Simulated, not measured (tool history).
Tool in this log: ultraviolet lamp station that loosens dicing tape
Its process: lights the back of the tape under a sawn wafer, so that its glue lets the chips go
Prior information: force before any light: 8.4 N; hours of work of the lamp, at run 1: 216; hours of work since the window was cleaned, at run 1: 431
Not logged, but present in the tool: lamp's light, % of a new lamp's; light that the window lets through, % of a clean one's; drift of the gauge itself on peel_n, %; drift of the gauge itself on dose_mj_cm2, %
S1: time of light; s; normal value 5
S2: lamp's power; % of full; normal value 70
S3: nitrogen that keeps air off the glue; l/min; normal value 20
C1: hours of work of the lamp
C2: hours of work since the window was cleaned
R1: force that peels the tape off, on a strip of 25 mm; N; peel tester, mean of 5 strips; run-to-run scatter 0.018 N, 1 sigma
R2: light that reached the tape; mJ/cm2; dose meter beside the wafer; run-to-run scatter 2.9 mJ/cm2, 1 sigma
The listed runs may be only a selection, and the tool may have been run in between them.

{"run": 1, "hour": 0.0, "S1": 5, "S2": 70, "S3": 20, "C1": 216, "C2": 431, "R1": 1.091, "R2": 368}
{"run": 2, "hour": 5.9, "S1": 5, "S2": 70, "S3": 9, "C1": 220, "C2": 436, "R1": 1.962, "R2": 378}
{"run": 3, "hour": 16.1, "S1": 5, "S2": 70, "S3": 7, "C1": 227, "C2": 443, "R1": 2.333, "R2": 369}
{"run": 4, "hour": 27.3, "S1": 5, "S2": 70, "S3": 7, "C1": 236, "C2": 451, "R1": 2.309, "R2": 368}
{"run": 5, "hour": 37.3, "S1": 5, "S2": 70, "S3": 20, "C1": 243, "C2": 459, "R1": 1.161, "R2": 366}
{"run": 6, "hour": 44.6, "S1": 5, "S2": 70, "S3": 20, "C1": 249, "C2": 464, "R1": 1.154, "R2": 363}
{"run": 7, "hour": 49.8, "S1": 5, "S2": 79, "S3": 20, "C1": 252, "C2": 468, "R1": 0.924, "R2": 409}
{"run": 8, "hour": 55.8, "S1": 5, "S2": 70, "S3": 20, "C1": 257, "C2": 473, "R1": 1.166, "R2": 365}
{"run": 9, "hour": 63.6, "S1": 8, "S2": 70, "S3": 20, "C1": 263, "C2": 478, "R1": 0.385, "R2": 578}
{"run": 10, "hour": 70.2, "S1": 5, "S2": 70, "S3": 20, "C1": 267, "C2": 483, "R1": 1.141, "R2": 359}
{"run": 11, "hour": 75.0, "S1": 5, "S2": 70, "S3": 37, "C1": 271, "C2": 487, "R1": 0.782, "R2": 361}
{"hour": 76.4, "done": "window cleaned of glue's vapour"}
{"run": 12, "hour": 84.4, "S1": 5, "S2": 70, "S3": 37, "C1": 278, "C2": 6, "R1": 0.784, "R2": 348}
{"run": 13, "hour": 89.2, "S1": 5, "S2": 70, "S3": 37, "C1": 281, "C2": 9, "R1": 0.81, "R2": 355}
{"run": 14, "hour": 98.1, "S1": 5, "S2": 70, "S3": 20, "C1": 288, "C2": 16, "R1": 1.245, "R2": 347}
{"run": 15, "hour": 103.8, "S1": 5, "S2": 70, "S3": 20, "C1": 292, "C2": 20, "R1": 1.311, "R2": 348}
{"run": 16, "hour": 111.4, "S1": 5, "S2": 82, "S3": 20, "C1": 298, "C2": 26, "R1": 0.927, "R2": 409}
{"run": 17, "hour": 118.4, "S1": 5, "S2": 83, "S3": 20, "C1": 303, "C2": 31, "R1": 0.893, "R2": 409}
{"run": 18, "hour": 125.0, "S1": 5, "S2": 83, "S3": 20, "C1": 308, "C2": 36, "R1": 0.886, "R2": 411}
{"run": 19, "hour": 133.5, "S1": 5, "S2": 83, "S3": 20, "C1": 314, "C2": 42, "R1": 0.938, "R2": 409}
{"hour": 139.6, "done": "window cleaned of glue's vapour, once more"}
{"run": 20, "hour": 142.0, "S1": 5, "S2": 83, "S3": 20, "C1": 320, "C2": 2, "R1": 0.788, "R2": 432}
{"run": 21, "hour": 149.7, "S1": 5, "S2": 99, "S3": 11, "C1": 325, "C2": 7, "R1": 0.952, "R2": 517}
{"run": 22, "hour": 158.5, "S1": 5, "S2": 71, "S3": 20, "C1": 332, "C2": 14, "R1": 1.109, "R2": 372}
{"run": 23, "hour": 165.7, "S1": 8, "S2": 71, "S3": 31, "C1": 337, "C2": 19, "R1": 0.265, "R2": 592}
{"run": 24, "hour": 172.2, "S1": 5, "S2": 70, "S3": 10, "C1": 342, "C2": 24, "R1": 1.9, "R2": 362}
{"run": 25, "hour": 183.1, "S1": 5, "S2": 85, "S3": 20, "C1": 350, "C2": 32, "R1": 0.79, "R2": 439}
{"run": 26, "hour": 189.7, "S1": 5, "S2": 70, "S3": 7, "C1": 355, "C2": 37, "R1": 2.207, "R2": 368}
{"run": 27, "hour": 200.0, "S1": 5, "S2": 70, "S3": 7, "C1": 363, "C2": 45, "R1": 2.348, "R2": 360}
{"run": 28, "hour": 206.5, "S1": 8, "S2": 70, "S3": 16, "C1": 367, "C2": 49, "R1": 0.529, "R2": 570}
{"run": 29, "hour": 216.6, "S1": 8, "S2": 71, "S3": 12, "C1": 375, "C2": 57, "R1": 0.679, "R2": 573}
{"run": 30, "hour": 225.9, "S1": 5, "S2": 61, "S3": 20, "C1": 382, "C2": 64, "R1": 1.557, "R2": 310}
{"run": 31, "hour": 232.9, "S1": 10, "S2": 94, "S3": 20, "C1": 387, "C2": 69, "R1": 0.128, "R2": 944}
{"run": 32, "hour": 244.5, "S1": 4, "S2": 72, "S3": 18, "C1": 396, "C2": 77, "R1": 1.823, "R2": 290}
{"run": 33, "hour": 250.9, "S1": 10, "S2": 85, "S3": 7, "C1": 400, "C2": 82, "R1": 0.489, "R2": 856}
{"run": 34, "hour": 258.8, "S1": 7, "S2": 70, "S3": 20, "C1": 406, "C2": 88, "R1": 0.615, "R2": 487}
{"run": 35, "hour": 269.8, "S1": 7, "S2": 70, "S3": 7, "C1": 414, "C2": 96, "R1": 1.502, "R2": 487}
{"run": 36, "hour": 275.5, "S1": 3, "S2": 70, "S3": 31, "C1": 418, "C2": 100, "R1": 2.174, "R2": 211}
{"run": 37, "hour": 284.5, "S1": 4, "S2": 70, "S3": 7, "C1": 425, "C2": 107, "R1": 3.181, "R2": 275}
{"run": 38, "hour": 296.0, "S1": 5, "S2": 90, "S3": 20, "C1": 434, "C2": 116, "R1": 0.808, "R2": 446}
{"run": 39, "hour": 306.9, "S1": 5, "S2": 90, "S3": 20, "C1": 442, "C2": 124, "R1": 0.799, "R2": 442}

5 options for the next run, each taken on its own from the tool as it stands now. Forecast them:
{"run": "A", "hour": 314.1, "S1": 2, "S2": 90, "S3": 16, "C1": 447, "C2": 129, "R1": "?", "R2": "?"}
{"run": "B", "hour": 314.1, "S1": 5, "S2": 95, "S3": 19, "C1": 447, "C2": 129, "R1": "?", "R2": "?"}
{"run": "C", "hour": 314.1, "S1": 2, "S2": 70, "S3": 15, "C1": 447, "C2": 129, "R1": "?", "R2": "?"}
{"run": "D", "hour": 314.1, "S1": 6, "S2": 61, "S3": 8, "C1": 447, "C2": 129, "R1": "?", "R2": "?"}
{"run": "E", "hour": 314.1, "S1": 4, "S2": 70, "S3": 9, "C1": 447, "C2": 129, "R1": "?", "R2": "?"}

run=A R1=3.298 R2=177
run=B R1=0.735 R2=470
run=C R1=4.323 R2=139
run=D R1=2.143 R2=355
run=E R1=2.777 R2=279
Stripped of hidden state, with their random variation kept, the same runs would have yielded:
run=A R1=2.706 R2=217
run=B R1=0.450 R2=575
run=C R1=3.721 R2=170
run=D R1=1.600 R2=435
run=E R1=2.186 R2=341
